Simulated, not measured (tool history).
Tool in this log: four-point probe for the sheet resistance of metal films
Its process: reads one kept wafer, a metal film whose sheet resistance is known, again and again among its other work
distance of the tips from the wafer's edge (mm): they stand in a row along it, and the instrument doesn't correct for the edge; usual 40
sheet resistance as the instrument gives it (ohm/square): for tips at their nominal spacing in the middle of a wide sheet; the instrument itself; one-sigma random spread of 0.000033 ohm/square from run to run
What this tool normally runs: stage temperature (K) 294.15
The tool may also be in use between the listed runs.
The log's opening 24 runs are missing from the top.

run     day  stage temperature (K)  distance of the tips from the wafer's edge (mm)  touches since the probe head was changed  hours of work since the stage's thermometer was calibrated  sheet resistance as the instrument gives it (ohm/square)
 25  12.521                 291.15                                               21                                     29789                                                        1402                                                  0.166249
 26  13.254                 298.15                                               21                                     30401                                                        1414                                                  0.166342
 27  14.029                 294.15                                               12                                     31047                                                        1427                                                  0.166757
 28  14.696                 292.15                                               12                                     31603                                                        1438                                                  0.166654
 29  15.067                 296.15                                                7                                     31911                                                        1444                                                  0.167907
 30  15.571                 299.15                                                3                                     32329                                                        1452                                                  0.175517
 31  16.221                 294.15                                                3                                     32871                                                        1463                                                  0.175395
 32  16.908                 303.15                                                3                                     33442                                                        1474                                                   0.17551
 33  17.412                 303.15                                               41                                     33862                                                        1483                                                  0.166257
 34  18.008                 298.15                                               71                                     34359                                                        1493                                                  0.166211
 35  18.583                 297.15                                               10                                     34839                                                        1502                                                     0.167
 36  19.342                 297.15                                               10                                     35469                                                        1515                                                  0.166992
 37  19.983                 295.15                                               40                                     36003                                                        1525                                                  0.166082
 38  20.717                 295.15                                               40                                     36616                                                        1538                                                  0.166132
 39    21.2                 292.15                                                8                                     37017                                                        1546                                                  0.167438
 40  21.858                 299.15                                                4                                     37566                                                        1556                                                  0.171554
 41  22.558                 299.15                                                3                                     38148                                                        1568                                                  0.175424
 42  23.175                 299.15                                               67                                     38663                                                        1578                                                  0.166185
 43  23.679                 303.15                                               32                                     39082                                                        1587                                                   0.16633
 44  24.062                 291.15                                                6                                     39400                                                        1593                                                  0.168484
 45  24.438                 300.15                                               42                                     39713                                                        1599                                                  0.166244

Below are 4 alternative next runs, each starting from the tool's condition after run 45. Predict each:
  A  25.175                 294.15                                               42                                     40328                                                        1611                                                         ?
  B  25.175                 307.15                                                7                                     40328                                                        1611                                                         ?
  C  25.175                 295.15                                               43                                     40328                                                        1611                                                         ?
  D  25.175                 296.15                                               13                                     40328                                                        1611                                                         ?

run  sheet resistance as the instrument gives it (ohm/square)
  A                                                  0.166078
  B                                                   0.16806
  C                                                   0.16613
  D                                                  0.166597
The same runs, with their run-to-run variation unchanged, on a tool lacking any hidden condition would have given:
run  sheet resistance as the instrument gives it (ohm/square)
  A                                                  0.166077
  B                                                   0.16806
  C                                                   0.16613
  D                                                  0.166597
